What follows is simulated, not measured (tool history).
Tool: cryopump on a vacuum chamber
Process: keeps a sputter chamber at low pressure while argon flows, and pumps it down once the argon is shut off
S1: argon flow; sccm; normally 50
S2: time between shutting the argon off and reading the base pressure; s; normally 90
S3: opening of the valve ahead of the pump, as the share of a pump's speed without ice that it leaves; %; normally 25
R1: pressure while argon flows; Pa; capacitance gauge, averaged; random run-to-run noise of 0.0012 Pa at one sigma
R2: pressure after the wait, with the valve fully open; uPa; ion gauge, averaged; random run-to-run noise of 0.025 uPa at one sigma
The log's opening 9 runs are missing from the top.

run 10 day=27.838 | S1=50 S2=90 S3=25 | R1=0.2686 R2=2.64
run 11 day=29.746 | S1=50 S2=90 S3=25 | R1=0.2673 R2=2.74
run 12 day=33.671 | S1=50 S2=90 S3=25 | R1=0.2686 R2=2.8
run 13 day=37.246 | S1=50 S2=90 S3=25 | R1=0.2695 R2=2.9
run 14 day=40.779 | S1=50 S2=90 S3=25 | R1=0.2726 R2=3
-- day=43.017 pump warmed up, emptied and cooled again
run 15 day=43.4 | S1=50 S2=90 S3=25 | R1=0.2628 R2=2.75
run 16 day=45.488 | S1=50 S2=187 S3=41 | R1=0.1634 R2=2.51
run 17 day=47.279 | S1=50 S2=26 S3=53 | R1=0.1272 R2=4.82
run 18 day=50.329 | S1=50 S2=26 S3=45 | R1=0.1506 R2=5.13
run 19 day=52.538 | S1=50 S2=211 S3=17 | R1=0.3903 R2=2.62
run 20 day=56.579 | S1=50 S2=211 S3=17 | R1=0.3913 R2=2.75
run 21 day=58.4 | S1=50 S2=211 S3=17 | R1=0.3928 R2=2.81
run 22 day=62.042 | S1=50 S2=88 S3=15 | R1=0.4426 R2=3.4
-- day=64.462 leaking fittings of the chamber tightened, without venting
run 23 day=65.721 | S1=50 S2=88 S3=15 | R1=0.4443 R2=1.18
-- day=69.238 pump warmed up, emptied and cooled again
run 24 day=69.658 | S1=89 S2=27 S3=25 | R1=0.4716 R2=3.1
run 25 day=72.546 | S1=50 S2=51 S3=47 | R1=0.1415 R2=1.84
run 26 day=75.788 | S1=29 S2=67 S3=38 | R1=0.1022 R2=1.58
run 27 day=79.188 | S1=51 S2=36 S3=53 | R1=0.1328 R2=2.53
run 28 day=82.154 | S1=50 S2=169 S3=25 | R1=0.2683 R2=1.04
run 29 day=85.583 | S1=50 S2=169 S3=25 | R1=0.27 R2=1.14
run 30 day=89.683 | S1=67 S2=169 S3=25 | R1=0.3659 R2=1.2

What if the next run were any one of these 5? Each begins from the tool's condition after run 30:
run A day=91.821 | S1=56 S2=169 S3=21 | R1=? R2=?
run B day=91.821 | S1=50 S2=90 S3=19 | R1=? R2=?
run C day=91.821 | S1=26 S2=26 S3=25 | R1=? R2=?
run D day=91.821 | S1=39 S2=192 S3=21 | R1=? R2=?
run E day=91.821 | S1=50 S2=90 S3=20 | R1=? R2=?

run=A R1=0.3615 R2=1.21
run=B R1=0.3541 R2=1.63
run=C R1=0.1417 R2=3.67
run=D R1=0.2502 R2=1.18
run=E R1=0.3376 R2=1.63
Stripped of hidden state, with their random variation kept, the same runs would have yielded:
run=A R1=0.3484 R2=0.63
run=B R1=0.3424 R2=1.03
run=C R1=0.1356 R2=3.07
run=D R1=0.2411 R2=0.58
run=E R1=0.3259 R2=1.04

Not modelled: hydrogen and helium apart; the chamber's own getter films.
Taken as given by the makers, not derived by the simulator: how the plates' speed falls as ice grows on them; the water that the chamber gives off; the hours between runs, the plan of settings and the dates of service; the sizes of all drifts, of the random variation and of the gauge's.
